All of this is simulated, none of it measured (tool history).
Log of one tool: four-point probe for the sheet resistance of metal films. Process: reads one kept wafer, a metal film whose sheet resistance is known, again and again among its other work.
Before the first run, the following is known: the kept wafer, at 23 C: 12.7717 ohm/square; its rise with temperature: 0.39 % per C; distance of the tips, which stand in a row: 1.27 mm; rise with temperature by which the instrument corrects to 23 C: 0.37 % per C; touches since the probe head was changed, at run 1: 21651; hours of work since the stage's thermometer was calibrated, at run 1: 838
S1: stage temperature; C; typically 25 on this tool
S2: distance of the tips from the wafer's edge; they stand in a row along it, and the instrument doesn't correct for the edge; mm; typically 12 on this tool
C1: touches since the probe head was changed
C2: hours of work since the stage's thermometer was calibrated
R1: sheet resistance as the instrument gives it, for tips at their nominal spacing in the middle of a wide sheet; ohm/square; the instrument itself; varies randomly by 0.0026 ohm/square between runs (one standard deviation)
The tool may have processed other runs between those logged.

| run | day | S1 | S2 | C1 | C2 | R1 |
|---|---|---|---|---|---|---|
| 1 | 0.000 | 25 | 12 | 21651 | 838 | 12.857337 |
| 2 | 1.083 | 25 | 12 | 23010 | 855 | 12.853005 |
| 3 | 1.921 | 25 | 12 | 24061 | 868 | 12.853873 |
| 4 | 2.804 | 25 | 12 | 25171 | 882 | 12.850828 |
| 5 | 3.533 | 25 | 12 | 26088 | 893 | 12.852916 |
| 6 | 4.333 | 25 | 12 | 27094 | 906 | 12.857915 |
| 7 | 5.233 | 25 | 12 | 28225 | 920 | 12.851334 |
| 8 | 6.171 | 25 | 12 | 29401 | 935 | 12.849573 |
| 9 | 6.712 | 25 | 12 | 30083 | 943 | 12.855975 |
| 10 | 7.858 | 25 | 12 | 31520 | 961 | 12.855404 |
| 11 | 8.400 | 21 | 12 | 32200 | 970 | 12.842885 |
| 12 | 9.025 | 25 | 31 | 32989 | 980 | 12.787812 |
| 13 | 9.833 | 25 | 31 | 34000 | 992 | 12.790472 |
| 14 | 10.517 | 20 | 4 | 34860 | 1003 | 13.416539 |
| 15 | 11.250 | 33 | 20 | 35779 | 1015 | 12.824904 |
| 16 | 12.338 | 33 | 20 | 37147 | 1032 | 12.826051 |
| 17 | 12.958 | 22 | 10 | 37925 | 1041 | 12.872158 |
| 18 | 14.021 | 22 | 10 | 39259 | 1058 | 12.877127 |
| 19 | 14.850 | 31 | 33 | 40305 | 1071 | 12.801053 |
| 20 | 15.667 | 25 | 5 | 41329 | 1084 | 13.207602 |
| 21 | 16.754 | 26 | 39 | 42693 | 1101 | 12.786146 |
| 22 | 17.504 | 20 | 4 | 43637 | 1113 | 13.417613 |
| 23 | 18.008 | 20 | 4 | 44269 | 1121 | 13.420402 |
| 24 | 18.888 | 28 | 13 | 45373 | 1135 | 12.850978 |
| 25 | 19.950 | 19 | 21 | 46708 | 1151 | 12.787882 |
| 26 | 20.467 | 26 | 53 | 47356 | 1160 | 12.783924 |

Each row is a separate what-if for the run after 26, all from the same tool condition, not one after another. Results?
| A | 20.971 | 19 | 4 | 47990 | 1168 | ? |
| B | 20.971 | 26 | 16 | 47990 | 1168 | ? |
| C | 20.971 | 30 | 53 | 47990 | 1168 | ? |
| D | 20.971 | 25 | 4 | 47990 | 1168 | ? |

| run | R1 |
|---|---|
| A | 13.416842 |
| B | 12.816012 |
| C | 12.795201 |
| D | 13.431039 |
With no hidden state in the tool, these same runs would have given:
| run | R1 |
|---|---|
| A | 13.417346 |
| B | 12.816490 |
| C | 12.795677 |
| D | 13.431540 |
